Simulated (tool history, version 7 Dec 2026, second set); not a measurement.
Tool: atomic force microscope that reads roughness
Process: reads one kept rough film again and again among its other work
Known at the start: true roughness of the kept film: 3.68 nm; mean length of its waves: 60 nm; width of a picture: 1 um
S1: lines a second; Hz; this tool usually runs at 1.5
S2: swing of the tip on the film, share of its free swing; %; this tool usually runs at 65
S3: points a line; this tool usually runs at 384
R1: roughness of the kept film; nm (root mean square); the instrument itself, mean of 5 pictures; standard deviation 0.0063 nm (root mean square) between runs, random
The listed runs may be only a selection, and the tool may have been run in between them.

{"run": 1, "hour": 0.0, "S1": 1.5, "S2": 65, "S3": 384, "R1": 3.379}
{"run": 2, "hour": 23.9, "S1": 2.06, "S2": 65, "S3": 384, "R1": 3.288}
{"run": 3, "hour": 43.7, "S1": 2.06, "S2": 65, "S3": 384, "R1": 3.289}
{"run": 4, "hour": 83.7, "S1": 2.06, "S2": 65, "S3": 384, "R1": 3.271}
{"run": 5, "hour": 102.8, "S1": 1.5, "S2": 65, "S3": 384, "R1": 3.321}
{"run": 6, "hour": 147.4, "S1": 1.5, "S2": 65, "S3": 384, "R1": 3.295}
{"hour": 150.6, "done": "new tip fitted"}
{"run": 7, "hour": 193.4, "S1": 1.5, "S2": 65, "S3": 384, "R1": 3.41}
{"run": 8, "hour": 217.0, "S1": 1.5, "S2": 65, "S3": 384, "R1": 3.381}
{"run": 9, "hour": 259.9, "S1": 1.5, "S2": 65, "S3": 384, "R1": 3.366}
{"run": 10, "hour": 302.3, "S1": 1.5, "S2": 65, "S3": 384, "R1": 3.339}
{"run": 11, "hour": 347.6, "S1": 1.5, "S2": 65, "S3": 384, "R1": 3.302}
{"run": 12, "hour": 368.4, "S1": 1.5, "S2": 65, "S3": 384, "R1": 3.299}
{"hour": 373.0, "done": "new tip fitted"}
{"run": 13, "hour": 411.1, "S1": 1.5, "S2": 65, "S3": 362, "R1": 3.412}
{"run": 14, "hour": 434.2, "S1": 1.5, "S2": 65, "S3": 362, "R1": 3.38}
{"run": 15, "hour": 456.9, "S1": 1.5, "S2": 58, "S3": 384, "R1": 3.447}
{"run": 16, "hour": 479.5, "S1": 1.5, "S2": 58, "S3": 384, "R1": 3.431}
{"run": 17, "hour": 510.3, "S1": 1.5, "S2": 65, "S3": 384, "R1": 3.345}
{"run": 18, "hour": 546.5, "S1": 1.5, "S2": 65, "S3": 384, "R1": 3.336}
{"run": 19, "hour": 590.0, "S1": 1.5, "S2": 65, "S3": 384, "R1": 3.309}
{"hour": 594.1, "done": "new tip fitted"}
{"run": 20, "hour": 625.6, "S1": 1.5, "S2": 65, "S3": 384, "R1": 3.419}
{"run": 21, "hour": 665.1, "S1": 1.5, "S2": 65, "S3": 384, "R1": 3.39}
{"run": 22, "hour": 692.0, "S1": 1.5, "S2": 65, "S3": 384, "R1": 3.386}
{"run": 23, "hour": 710.4, "S1": 1.5, "S2": 65, "S3": 384, "R1": 3.377}
{"run": 24, "hour": 732.1, "S1": 1.5, "S2": 65, "S3": 665, "R1": 3.362}
{"run": 25, "hour": 777.1, "S1": 1.5, "S2": 65, "S3": 665, "R1": 3.334}
{"run": 26, "hour": 807.8, "S1": 1.5, "S2": 65, "S3": 882, "R1": 3.326}
{"hour": 817.0, "done": "new tip fitted"}
{"run": 27, "hour": 827.2, "S1": 1.5, "S2": 57, "S3": 595, "R1": 3.504}
{"run": 28, "hour": 859.5, "S1": 2.21, "S2": 57, "S3": 351, "R1": 3.431}
{"run": 29, "hour": 891.8, "S1": 0.92, "S2": 75, "S3": 384, "R1": 3.392}
{"run": 30, "hour": 916.5, "S1": 1.43, "S2": 65, "S3": 550, "R1": 3.391}
{"hour": 921.6, "done": "height scale calibrated on a step standard"}
{"run": 31, "hour": 938.0, "S1": 0.71, "S2": 75, "S3": 925, "R1": 3.43}
{"run": 32, "hour": 978.7, "S1": 1.17, "S2": 71, "S3": 690, "R1": 3.373}
{"run": 33, "hour": 1021.4, "S1": 0.58, "S2": 71, "S3": 690, "R1": 3.44}
{"hour": 1039.7, "done": "new tip fitted"}
{"run": 34, "hour": 1048.1, "S1": 1.58, "S2": 65, "S3": 771, "R1": 3.463}
{"run": 35, "hour": 1089.4, "S1": 1.52, "S2": 77, "S3": 1017, "R1": 3.284}
{"run": 36, "hour": 1129.7, "S1": 1.52, "S2": 64, "S3": 391, "R1": 3.43}
{"run": 37, "hour": 1162.3, "S1": 0.93, "S2": 71, "S3": 528, "R1": 3.442}
{"hour": 1170.8, "done": "height scale calibrated on a step standard, once more"}
{"run": 38, "hour": 1184.9, "S1": 2.46, "S2": 71, "S3": 1002, "R1": 3.104}
{"run": 39, "hour": 1210.8, "S1": 2.46, "S2": 71, "S3": 1002, "R1": 3.075}
{"run": 40, "hour": 1240.7, "S1": 2.46, "S2": 71, "S3": 1002, "R1": 3.072}
{"hour": 1262.8, "done": "new tip fitted"}
{"run": 41, "hour": 1270.8, "S1": 1.44, "S2": 64, "S3": 1002, "R1": 3.414}
{"run": 42, "hour": 1297.2, "S1": 3.83, "S2": 69, "S3": 472, "R1": 3.02}
{"run": 43, "hour": 1317.4, "S1": 3.83, "S2": 69, "S3": 472, "R1": 3.025}
{"run": 44, "hour": 1353.8, "S1": 0.8, "S2": 68, "S3": 616, "R1": 3.396}

Estimate the outcome of run 45 from the log above:
{"run": 45, "hour": 1392.8, "S1": 0.8, "S2": 68, "S3": 616, "R1": "?"}

R1: 3.382 nm (root mean square)
Had the tool carried no hidden state, the very same run would have given R1 3.461 nm (root mean square).

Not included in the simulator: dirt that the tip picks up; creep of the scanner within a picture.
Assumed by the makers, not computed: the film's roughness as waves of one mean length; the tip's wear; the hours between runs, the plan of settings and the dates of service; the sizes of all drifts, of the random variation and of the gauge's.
